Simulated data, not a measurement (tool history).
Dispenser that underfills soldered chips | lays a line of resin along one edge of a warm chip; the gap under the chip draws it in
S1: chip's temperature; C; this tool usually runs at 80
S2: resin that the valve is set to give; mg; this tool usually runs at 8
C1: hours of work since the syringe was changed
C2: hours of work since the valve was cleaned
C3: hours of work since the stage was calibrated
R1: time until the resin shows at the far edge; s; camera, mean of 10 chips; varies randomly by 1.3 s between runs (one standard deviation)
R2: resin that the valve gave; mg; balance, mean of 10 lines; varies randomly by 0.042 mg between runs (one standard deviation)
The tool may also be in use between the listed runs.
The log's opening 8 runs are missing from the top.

| run | hour | S1 | S2 | C1 | C2 | C3 | R1 | R2 |
|---|---|---|---|---|---|---|---|---|
| 9 | 35.9 | 84 | 8 | 6 | 79 | 215 | 137.9 | 7.71 |
|  | 37.8 | new syringe of resin |
| 10 | 41.6 | 84 | 8 | 3 | 83 | 219 | 118.7 | 7.69 |
|  | 47.4 | new syringe of resin |
| 11 | 47.8 | 80 | 8 | 0 | 88 | 224 | 123.1 | 7.75 |
| 12 | 51 | 80 | 8 | 3 | 90 | 226 | 138.1 | 7.64 |
| 13 | 56.3 | 83 | 8 | 7 | 94 | 230 | 153.3 | 7.62 |
|  | 57 | new syringe of resin |
| 14 | 62.7 | 83 | 8 | 4 | 99 | 235 | 131.9 | 7.7 |
|  | 66.7 | new syringe of resin |
| 15 | 69.4 | 80 | 9.65 | 2 | 104 | 240 | 121.5 | 9.21 |
|  | 73.2 | dispensing valve cleaned and set on the balance |
| 16 | 75.8 | 80 | 10.22 | 6 | 2 | 244 | 146.9 | 10.17 |
|  | 77.3 | new syringe of resin |
| 17 | 81.1 | 80 | 8 | 3 | 6 | 248 | 136.1 | 8.01 |
| 18 | 86.1 | 84 | 8 | 7 | 10 | 252 | 144 | 7.97 |
|  | 86.8 | new syringe of resin |
| 19 | 92.9 | 94 | 7.93 | 5 | 15 | 257 | 96.8 | 7.87 |
|  | 96.4 | new syringe of resin |
| 20 | 99.7 | 94 | 7.93 | 3 | 20 | 262 | 87.9 | 7.85 |
| 21 | 104.8 | 66 | 9.01 | 7 | 24 | 266 | 249.7 | 8.86 |
|  | 106.1 | new syringe of resin |
| 22 | 109.5 | 66 | 9.01 | 3 | 27 | 270 | 201.3 | 8.83 |
| 23 | 112.6 | 66 | 9.01 | 5 | 30 | 272 | 227.5 | 8.91 |
|  | 115.5 | new syringe of resin |
| 24 | 117.9 | 66 | 9.01 | 2 | 34 | 276 | 197.8 | 8.83 |
| 25 | 122.1 | 66 | 9.01 | 5 | 37 | 279 | 226.6 | 8.82 |
|  | 124.9 | new syringe of resin |
| 26 | 126.8 | 66 | 9.01 | 1 | 40 | 283 | 191.7 | 8.83 |
| 27 | 133 | 66 | 9.01 | 6 | 45 | 288 | 240.1 | 8.83 |
|  | 134.3 | new syringe of resin |
| 28 | 136.5 | 66 | 9.01 | 2 | 48 | 290 | 192.9 | 8.81 |
| 29 | 139.6 | 75 | 8 | 4 | 50 | 292 | 166.2 | 7.83 |
|  | 143.8 | new syringe of resin |
| 30 | 145.8 | 72 | 8.01 | 2 | 55 | 297 | 159.8 | 7.85 |
| 31 | 151.1 | 90 | 8 | 6 | 59 | 301 | 110.8 | 7.75 |

Estimate the outcome of run 32 from the log above:
|  | 153.3 | new syringe of resin |
| 32 | 154.6 | 77 | 7.7 | 1 | 61 | 304 | ? | ? |

R1: 136.2 s
R2: 7.5 mg
With the hidden condition absent and the run-to-run variation left alone, this run would have shown R1 138.8 s, R2 7.73 mg.
